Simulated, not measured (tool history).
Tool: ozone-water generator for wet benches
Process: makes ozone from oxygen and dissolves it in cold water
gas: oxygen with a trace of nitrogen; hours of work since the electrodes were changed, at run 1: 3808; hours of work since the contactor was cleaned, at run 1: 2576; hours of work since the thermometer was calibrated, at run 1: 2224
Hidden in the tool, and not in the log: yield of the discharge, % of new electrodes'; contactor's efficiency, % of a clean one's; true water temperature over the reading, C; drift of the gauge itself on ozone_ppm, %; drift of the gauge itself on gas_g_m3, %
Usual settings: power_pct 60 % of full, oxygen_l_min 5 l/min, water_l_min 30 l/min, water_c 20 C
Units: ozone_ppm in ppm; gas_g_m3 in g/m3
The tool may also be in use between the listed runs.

| run | hour | power_pct | oxygen_l_min | water_l_min | water_c | hours of work since the electrodes were changed | hours of work since the contactor was cleaned | hours of work since the thermometer was calibrated | ozone_ppm | gas_g_m3 |
|---|---|---|---|---|---|---|---|---|---|---|
| 1 | 0 | 60 | 5 | 30 | 20 | 3808 | 2576 | 2224 | 20.7 | 239.2 |
| 2 | 91.8 | 64 | 5 | 30 | 20 | 3876 | 2644 | 2292 | 21.7 | 245.9 |
| 3 | 204.7 | 64 | 5 | 30 | 20 | 3960 | 2728 | 2375 | 21.6 | 248.9 |
| 4 | 272.9 | 60 | 5 | 30 | 20 | 4010 | 2778 | 2426 | 20.7 | 240.6 |
| 5 | 363.9 | 60 | 5 | 30 | 20 | 4078 | 2845 | 2493 | 20.7 | 241.8 |
| 6 | 516 | 60 | 5 | 34 | 20 | 4190 | 2958 | 2606 | 18.9 | 241.1 |
| 7 | 664.6 | 60 | 5 | 30 | 20 | 4300 | 3068 | 2716 | 20.5 | 241.8 |
| 8 | 748 | 60 | 5 | 30 | 20 | 4362 | 3130 | 2778 | 21 | 242.5 |
| 9 | 817.6 | 60 | 5 | 30 | 20 | 4414 | 3181 | 2829 | 20.8 | 240.5 |
| 10 | 940.3 | 60 | 5 | 30 | 20 | 4505 | 3272 | 2920 | 20.7 | 239.9 |
| 11 | 1022.6 | 60 | 5 | 30 | 20 | 4566 | 3333 | 2981 | 20.7 | 242 |
|  | 1087.6 | contactor cleaned |
| 12 | 1115 | 60 | 5 | 30 | 20 | 4631 | 20 | 3047 | 20.8 | 242.3 |
| 13 | 1213 | 60 | 5 | 30 | 23 | 4704 | 93 | 3119 | 20 | 241.9 |
| 14 | 1338.9 | 60 | 5 | 47 | 23 | 4797 | 186 | 3213 | 13.8 | 242.5 |
| 15 | 1458 | 48 | 5 | 30 | 20 | 4885 | 274 | 3301 | 18.4 | 213.9 |
| 16 | 1555.1 | 60 | 5 | 30 | 20 | 4957 | 346 | 3373 | 21 | 242 |
|  | 1673.8 | water thermometer calibrated |
| 17 | 1717.2 | 60 | 5 | 30 | 20 | 5077 | 466 | 32 | 20.6 | 242.4 |
| 18 | 1801.5 | 51 | 5 | 21 | 20 | 5139 | 528 | 95 | 25.2 | 222.5 |
| 19 | 1930.2 | 51 | 5 | 21 | 20 | 5235 | 624 | 190 | 25 | 221.8 |
| 20 | 2065.7 | 98 | 6.51 | 33 | 25 | 5335 | 724 | 290 | 24.1 | 277.1 |
| 21 | 2161.8 | 98 | 3.2 | 46 | 25 | 5406 | 795 | 361 | 16.1 | 403.2 |
| 22 | 2300.8 | 98 | 3.2 | 46 | 25 | 5509 | 898 | 464 | 16.4 | 402 |
| 23 | 2413.5 | 57 | 3.85 | 25 | 20 | 5592 | 982 | 548 | 22.5 | 271.9 |
| 24 | 2569 | 57 | 3.85 | 25 | 20 | 5708 | 1097 | 663 | 22.5 | 273.4 |
| 25 | 2691.3 | 50 | 6.07 | 30 | 22 | 5798 | 1187 | 754 | 18.5 | 199.6 |
| 26 | 2793.8 | 50 | 6.07 | 30 | 22 | 5874 | 1263 | 830 | 18.7 | 200.9 |
| 27 | 2915 | 56 | 6.07 | 22 | 22 | 5964 | 1353 | 919 | 24.6 | 215.1 |
| 28 | 3069.6 | 60 | 8.88 | 24 | 18 | 6078 | 1468 | 1034 | 25.5 | 183.5 |
| 29 | 3182.6 | 60 | 4.75 | 30 | 13 | 6162 | 1551 | 1117 | 22 | 251.6 |
|  | 3230.8 | gauge calibrated |
| 30 | 3341 | 67 | 4.75 | 30 | 15 | 6279 | 1669 | 1235 | 23.2 | 261.1 |
| 31 | 3430.2 | 67 | 4.75 | 30 | 15 | 6346 | 1735 | 1301 | 23.4 | 261.8 |
| 32 | 3527 | 43 | 5.78 | 24 | 23 | 6417 | 1806 | 1373 | 19.8 | 184 |
| 33 | 3679.6 | 69 | 3.74 | 18 | 20 | 6530 | 1919 | 1486 | 32.5 | 303 |
| 34 | 3812.3 | 78 | 5 | 37 | 14 | 6629 | 2018 | 1584 | 21.4 | 277.9 |

Forecast each of these 3 alternatives for the next run:
| A | 3892.3 | 65 | 5 | 35 | 16 | 6688 | 2077 | 1643 | ? | ? |
| B | 3892.3 | 78 | 5 | 29 | 26 | 6688 | 2077 | 1643 | ? | ? |
| C | 3892.3 | 42 | 7.33 | 30 | 20 | 6688 | 2077 | 1643 | ? | ? |

| run | ozone_ppm | gas_g_m3 |
|---|---|---|
| A | 20 | 254.9 |
| B | 23 | 278.3 |
| C | 17.6 | 160.8 |
Without the tool's hidden state the same runs would have given:
| run | ozone_ppm | gas_g_m3 |
|---|---|---|
| A | 20 | 253.9 |
| B | 23 | 277.3 |
| C | 17.6 | 160.1 |
